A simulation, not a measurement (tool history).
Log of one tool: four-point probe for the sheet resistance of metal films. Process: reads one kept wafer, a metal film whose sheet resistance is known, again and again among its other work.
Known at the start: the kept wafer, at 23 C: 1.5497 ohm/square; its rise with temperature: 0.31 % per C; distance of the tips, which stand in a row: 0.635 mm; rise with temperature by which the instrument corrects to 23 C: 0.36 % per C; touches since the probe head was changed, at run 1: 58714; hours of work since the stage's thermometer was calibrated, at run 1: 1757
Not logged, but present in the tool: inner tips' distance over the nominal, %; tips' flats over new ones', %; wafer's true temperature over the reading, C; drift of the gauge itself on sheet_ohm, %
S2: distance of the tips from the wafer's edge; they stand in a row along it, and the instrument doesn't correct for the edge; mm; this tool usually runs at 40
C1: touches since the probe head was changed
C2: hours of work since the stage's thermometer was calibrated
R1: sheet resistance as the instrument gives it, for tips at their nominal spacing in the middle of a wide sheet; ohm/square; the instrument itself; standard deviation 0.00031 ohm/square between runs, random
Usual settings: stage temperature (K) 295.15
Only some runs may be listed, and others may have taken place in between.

run 1 day=0 | stage_temperature_(K)=295.15 S2=40 | C1=58714 C2=1757 | R1=1.5521
run 2 day=1.979 | stage_temperature_(K)=295.15 S2=40 | C1=60784 C2=1785 | R1=1.552559
run 3 day=4.621 | stage_temperature_(K)=295.15 S2=40 | C1=63545 C2=1822 | R1=1.552312
run 4 day=7.504 | stage_temperature_(K)=295.15 S2=40 | C1=66557 C2=1863 | R1=1.552556
run 5 day=10.379 | stage_temperature_(K)=295.15 S2=40 | C1=69565 C2=1904 | R1=1.552279
run 6 day=11.862 | stage_temperature_(K)=295.15 S2=40 | C1=71115 C2=1925 | R1=1.553032
run 7 day=13.517 | stage_temperature_(K)=295.15 S2=40 | C1=72847 C2=1948 | R1=1.552304
run 8 day=16.371 | stage_temperature_(K)=304.15 S2=40 | C1=75831 C2=1989 | R1=1.54737
run 9 day=18.708 | stage_temperature_(K)=295.15 S2=9 | C1=78274 C2=2022 | R1=1.557453
run 10 day=21.642 | stage_temperature_(K)=302.15 S2=40 | C1=81339 C2=2063 | R1=1.548775
run 11 day=24.388 | stage_temperature_(K)=307.15 S2=40 | C1=84212 C2=2102 | R1=1.545299
run 12 day=26.058 | stage_temperature_(K)=295.15 S2=25 | C1=85959 C2=2126 | R1=1.553477
run 13 day=27.971 | stage_temperature_(K)=295.15 S2=40 | C1=87957 C2=2153 | R1=1.5536
run 14 day=31.138 | stage_temperature_(K)=295.15 S2=40 | C1=91267 C2=2198 | R1=1.553478
run 15 day=32.929 | stage_temperature_(K)=302.15 S2=40 | C1=93142 C2=2224 | R1=1.549128
run 16 day=34.471 | stage_temperature_(K)=296.15 S2=40 | C1=94754 C2=2245 | R1=1.553278
run 17 day=36.933 | stage_temperature_(K)=296.15 S2=40 | C1=97326 C2=2280 | R1=1.55388
run 18 day=38.412 | stage_temperature_(K)=299.15 S2=40 | C1=98873 C2=2301 | R1=1.551519
run 19 day=40.983 | stage_temperature_(K)=295.15 S2=40 | C1=101561 C2=2338 | R1=1.553772
run 20 day=43.008 | stage_temperature_(K)=295.15 S2=3 | C1=103679 C2=2366 | R1=1.590959
run 21 day=46.175 | stage_temperature_(K)=295.15 S2=3 | C1=106989 C2=2411 | R1=1.590923
run 22 day=47.821 | stage_temperature_(K)=298.15 S2=5 | C1=108707 C2=2435 | R1=1.566134
run 23 day=50.658 | stage_temperature_(K)=298.15 S2=40 | C1=111677 C2=2475 | R1=1.553122
run 24 day=52.762 | stage_temperature_(K)=297.15 S2=4 | C1=113873 C2=2505 | R1=1.573961
run 25 day=54.546 | stage_temperature_(K)=295.15 S2=40 | C1=115741 C2=2530 | R1=1.555223
-- day=54.858 stage's thermometer calibrated
run 26 day=57.1 | stage_temperature_(K)=292.15 S2=17 | C1=118388 C2=32 | R1=1.561145
run 27 day=59.421 | stage_temperature_(K)=292.15 S2=17 | C1=120812 C2=65 | R1=1.561492
run 28 day=60.862 | stage_temperature_(K)=296.15 S2=8 | C1=122320 C2=85 | R1=1.563121
run 29 day=63.267 | stage_temperature_(K)=304.15 S2=61 | C1=124833 C2=119 | R1=1.553
run 30 day=65.521 | stage_temperature_(K)=297.15 S2=6 | C1=127192 C2=151 | R1=1.567031
-- day=66.912 new probe head fitted
run 31 day=67.112 | stage_temperature_(K)=307.15 S2=6 | C1=212 C2=173 | R1=1.550809
run 32 day=70.288 | stage_temperature_(K)=307.15 S2=6 | C1=3532 C2=218 | R1=1.550867
run 33 day=71.95 | stage_temperature_(K)=292.15 S2=7 | C1=5269 C2=242 | R1=1.558289
run 34 day=74.429 | stage_temperature_(K)=295.15 S2=5 | C1=7859 C2=277 | R1=1.563745
run 35 day=75.942 | stage_temperature_(K)=297.15 S2=7 | C1=9440 C2=298 | R1=1.55551
run 36 day=77.483 | stage_temperature_(K)=297.15 S2=4 | C1=11053 C2=320 | R1=1.569549
run 37 day=78.904 | stage_temperature_(K)=297.15 S2=4 | C1=12540 C2=340 | R1=1.569508
run 38 day=81.821 | stage_temperature_(K)=300.15 S2=40 | C1=15589 C2=382 | R1=1.547303
run 39 day=83.358 | stage_temperature_(K)=297.15 S2=4 | C1=17194 C2=403 | R1=1.569564

Had the tool no unlogged condition, and each run kept its random variation, what would the results have been?
run=1 R1=1.550561
run=2 R1=1.550905
run=3 R1=1.550515
run=4 R1=1.550594
run=5 R1=1.550144
run=6 R1=1.550826
run=7 R1=1.550006
run=8 R1=1.54485
run=9 R1=1.554852
run=10 R1=1.545958
run=11 R1=1.542309
run=12 R1=1.550459
run=13 R1=1.550488
run=14 R1=1.550177
run=15 R1=1.545686
run=16 R1=1.549786
run=17 R1=1.550258
run=18 R1=1.547799
run=19 R1=1.549943
run=20 R1=1.586947
run=21 R1=1.586726
run=22 R1=1.561891
run=23 R1=1.548767
run=24 R1=1.569432
run=25 R1=1.550643
run=26 R1=1.553233
run=27 R1=1.553449
run=28 R1=1.554981
run=29 R1=1.54477
run=30 R1=1.558588
run=31 R1=1.551897
run=32 R1=1.551775
run=33 R1=1.559097
run=34 R1=1.564421
run=35 R1=1.556105
run=36 R1=1.570057
run=37 R1=1.569928
run=38 R1=1.547546
run=39 R1=1.569731
